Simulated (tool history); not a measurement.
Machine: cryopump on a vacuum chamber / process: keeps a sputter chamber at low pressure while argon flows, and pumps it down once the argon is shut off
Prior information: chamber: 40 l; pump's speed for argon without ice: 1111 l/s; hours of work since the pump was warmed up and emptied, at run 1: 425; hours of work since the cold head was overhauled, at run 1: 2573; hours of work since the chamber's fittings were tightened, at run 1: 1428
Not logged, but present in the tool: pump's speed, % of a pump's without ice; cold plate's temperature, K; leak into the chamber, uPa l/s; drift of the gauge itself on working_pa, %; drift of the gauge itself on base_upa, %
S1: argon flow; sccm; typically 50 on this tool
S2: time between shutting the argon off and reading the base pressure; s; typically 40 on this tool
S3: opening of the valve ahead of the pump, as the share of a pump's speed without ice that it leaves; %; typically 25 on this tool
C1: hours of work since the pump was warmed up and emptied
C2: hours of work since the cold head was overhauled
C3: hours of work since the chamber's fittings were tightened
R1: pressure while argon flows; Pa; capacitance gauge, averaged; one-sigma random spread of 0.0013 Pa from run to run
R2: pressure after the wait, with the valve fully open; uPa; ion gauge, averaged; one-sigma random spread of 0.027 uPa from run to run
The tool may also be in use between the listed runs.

run     day  S1   S2  S3   C1    C2    C3      R1    R2
  1       0  50   40  25  425  2573  1428  0.3249  1.78
  2   3.183  50   40  25  490  2639  1493  0.3298  1.82
      4.483  -- pump warmed up, emptied and cooled again
  3   5.433  74   40  25   19  2680  1535  0.4543   1.6
  4   7.617  74   40  25   64  2725  1580  0.4534  1.61
  5   9.367  81   40  25  100  2761  1615  0.5029  1.64
  6  12.608  50   40  25  166  2827  1682  0.3112  1.72
  7  15.308  50   40  25  221  2882  1737  0.3173  1.69
  8  17.062  75   88  55  257  2918  1773  0.2291  1.19
  9  19.412  22  285  24  306  2966  1821  0.1457  0.94
 10  22.333  46  285  45  365  3026  1881  0.1729  1.03
 11  25.092  50  113  18  422  3082  1937  0.4458  1.31
 12  28.138  50  113  18  484  3145  1999  0.4497  1.31
      28.55  -- leaking fittings of the chamber tightened, without venting
       29.7  -- pump warmed up, emptied and cooled again
 13  31.312  50  113  18   33  3204    52  0.4215  0.62

What if the next run were any one of these 5? Each begins from the tool's condition after run 13:
  A  34.529   22  281  51  99  3270  118   ?   ?
  B  34.529   54   37  18  99  3270  118   ?   ?
  C  34.529  100   23  37  99  3270  118   ?   ?
  D  34.529   50   40  20  99  3270  118   ?   ?
  E  34.529   85  113  15  99  3270  118   ?   ?

run      R1    R2
  A  0.0679  0.47
  B  0.4606  1.35
  C   0.422  2.03
  D   0.385  1.28
  E  0.8722  0.65
Without the tool's unlogged condition, the same runs would have read:
run      R1    R2
  A  0.0655  0.42
  B  0.4549   1.3
  C  0.4113  1.98
  D  0.3796  1.23
  E  0.8631   0.6
